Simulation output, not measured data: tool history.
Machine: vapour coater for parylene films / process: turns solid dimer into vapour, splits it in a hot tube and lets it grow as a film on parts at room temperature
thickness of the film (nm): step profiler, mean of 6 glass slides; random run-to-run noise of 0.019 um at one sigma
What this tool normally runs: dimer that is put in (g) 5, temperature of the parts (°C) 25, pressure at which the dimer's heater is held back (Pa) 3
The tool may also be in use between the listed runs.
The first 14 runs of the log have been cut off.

run,hour,dimer that is put in (g),temperature of the parts (°C),pressure at which the dimer's heater is held back (Pa),thickness of the film (nm)
15,770.9,3,25,3,1820
16,820.5,3,25,3,1810
17,882.7,3,25,3,1850
18,916.4,5,28,6.42,2590
19,964.9,5,28,6.42,2620
20,1035.1,2,25,4.42,1180
21,1111.7,3,33,2.08,1480
# hour 1134.4: table's thermometer calibrated
22,1190.8,3,33,2.08,1470
# hour 1223.1: trap's valve overhauled
23,1233.9,5,28,8.63,2550
24,1312.4,2,29,7.85,990
25,1362.6,2,29,7.85,980
26,1405,6,29,7.85,2970
27,1448.3,6,29,7.85,2990
28,1494.2,6,29,7.85,2980
29,1539,6,19,7.94,4070
30,1598.5,5,28,3,2760
31,1674.4,5,33,7.11,2240
32,1710.6,5,22,3,3340
33,1774,7,22,2.07,4770

Here are 4 independent what-if runs from the current tool condition. What would each one return?
A,1824.9,7,22,6.36,?
B,1824.9,5,25,3,?
C,1824.9,7,25,5.1,?
D,1824.9,7,23,4.71,?

run,thickness of the film (nm)
A,4350
B,3060
C,4080
D,4430
Had the tool no hidden state, the same runs would have come out as:
run,thickness of the film (nm)
A,4350
B,3070
C,4080
D,4430
